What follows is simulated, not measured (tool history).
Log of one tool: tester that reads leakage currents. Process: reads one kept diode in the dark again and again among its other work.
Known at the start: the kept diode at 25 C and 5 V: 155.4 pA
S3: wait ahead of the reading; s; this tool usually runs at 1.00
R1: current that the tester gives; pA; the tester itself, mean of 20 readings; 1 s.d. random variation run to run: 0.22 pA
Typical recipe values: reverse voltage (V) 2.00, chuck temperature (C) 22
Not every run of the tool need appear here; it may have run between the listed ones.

{"run": 1, "hour": 0.0, "reverse voltage (V)": 2.0, "chuck temperature (C)": 22, "S3": 1.0, "R1": 83.42}
{"run": 2, "hour": 147.4, "reverse voltage (V)": 2.0, "chuck temperature (C)": 22, "S3": 1.0, "R1": 85.73}
{"run": 3, "hour": 284.3, "reverse voltage (V)": 2.0, "chuck temperature (C)": 22, "S3": 1.0, "R1": 86.42}
{"run": 4, "hour": 429.6, "reverse voltage (V)": 2.0, "chuck temperature (C)": 22, "S3": 2.74, "R1": 87.93}
{"run": 5, "hour": 523.9, "reverse voltage (V)": 2.0, "chuck temperature (C)": 22, "S3": 2.74, "R1": 89.25}
{"hour": 570.0, "done": "chuck's temperature calibrated"}
{"run": 6, "hour": 638.7, "reverse voltage (V)": 2.18, "chuck temperature (C)": 22, "S3": 2.74, "R1": 77.94}
{"hour": 712.1, "done": "tester calibrated"}
{"run": 7, "hour": 810.8, "reverse voltage (V)": 2.0, "chuck temperature (C)": 22, "S3": 1.0, "R1": 73.73}
{"run": 8, "hour": 969.4, "reverse voltage (V)": 2.0, "chuck temperature (C)": 22, "S3": 1.0, "R1": 75.8}
{"hour": 988.8, "done": "probe card cleaned and baked"}
{"run": 9, "hour": 1153.9, "reverse voltage (V)": 2.0, "chuck temperature (C)": 22, "S3": 1.0, "R1": 77.49}
{"run": 10, "hour": 1332.3, "reverse voltage (V)": 2.0, "chuck temperature (C)": 22, "S3": 0.41, "R1": 79.62}
{"run": 11, "hour": 1451.3, "reverse voltage (V)": 2.0, "chuck temperature (C)": 20, "S3": 0.41, "R1": 67.74}
{"run": 12, "hour": 1552.5, "reverse voltage (V)": 2.0, "chuck temperature (C)": 20, "S3": 0.41, "R1": 68.32}
{"run": 13, "hour": 1664.8, "reverse voltage (V)": 12.22, "chuck temperature (C)": 53, "S3": 0.73, "R1": 2884.25}
{"run": 14, "hour": 1800.9, "reverse voltage (V)": 3.35, "chuck temperature (C)": 53, "S3": 0.73, "R1": 1394.36}
{"run": 15, "hour": 1991.7, "reverse voltage (V)": 1.18, "chuck temperature (C)": 25, "S3": 1.0, "R1": 81.67}
{"hour": 2110.9, "done": "probe card cleaned and baked, once more"}
{"run": 16, "hour": 2111.7, "reverse voltage (V)": 1.18, "chuck temperature (C)": 58, "S3": 2.76, "R1": 1142.08}
{"run": 17, "hour": 2213.4, "reverse voltage (V)": 1.04, "chuck temperature (C)": 34, "S3": 3.09, "R1": 164.62}
{"run": 18, "hour": 2322.4, "reverse voltage (V)": 15.37, "chuck temperature (C)": 28, "S3": 1.0, "R1": 464.01}
{"hour": 2413.7, "done": "chuck's temperature calibrated"}
{"run": 19, "hour": 2480.7, "reverse voltage (V)": 15.37, "chuck temperature (C)": 28, "S3": 1.0, "R1": 398.51}
{"run": 20, "hour": 2610.4, "reverse voltage (V)": 2.03, "chuck temperature (C)": 32, "S3": 1.74, "R1": 178.96}
{"run": 21, "hour": 2812.8, "reverse voltage (V)": 11.58, "chuck temperature (C)": 27, "S3": 0.49, "R1": 323.78}
{"run": 22, "hour": 2931.9, "reverse voltage (V)": 10.26, "chuck temperature (C)": 31, "S3": 0.52, "R1": 432.17}
{"run": 23, "hour": 3014.6, "reverse voltage (V)": 10.26, "chuck temperature (C)": 31, "S3": 0.52, "R1": 434.56}
{"run": 24, "hour": 3112.9, "reverse voltage (V)": 3.04, "chuck temperature (C)": 22, "S3": 3.04, "R1": 99.32}

What would each run have given without the hidden state, its run-to-run variation left as it was?
Hidden state present: stray current of the dirty probe card, pA a volt; current scale over the true one, %; true chuck temperature over the reading, C; drift of the gauge itself on leakage_pa, %.
run=1 R1=70.17
run=2 R1=70.81
run=3 R1=70.27
run=4 R1=70.33
run=5 R1=70.57
run=6 R1=73.88
run=7 R1=70.25
run=8 R1=70.85
run=9 R1=70.59
run=10 R1=70.89
run=11 R1=58.98
run=12 R1=58.81
run=13 R1=2604.56
run=14 R1=1248.29
run=15 R1=68.72
run=16 R1=1003.41
run=17 R1=140.35
run=18 R1=388.06
run=19 R1=387.64
run=20 R1=172.90
run=21 R1=302.67
run=22 R1=400.65
run=23 R1=398.98
run=24 R1=89.34
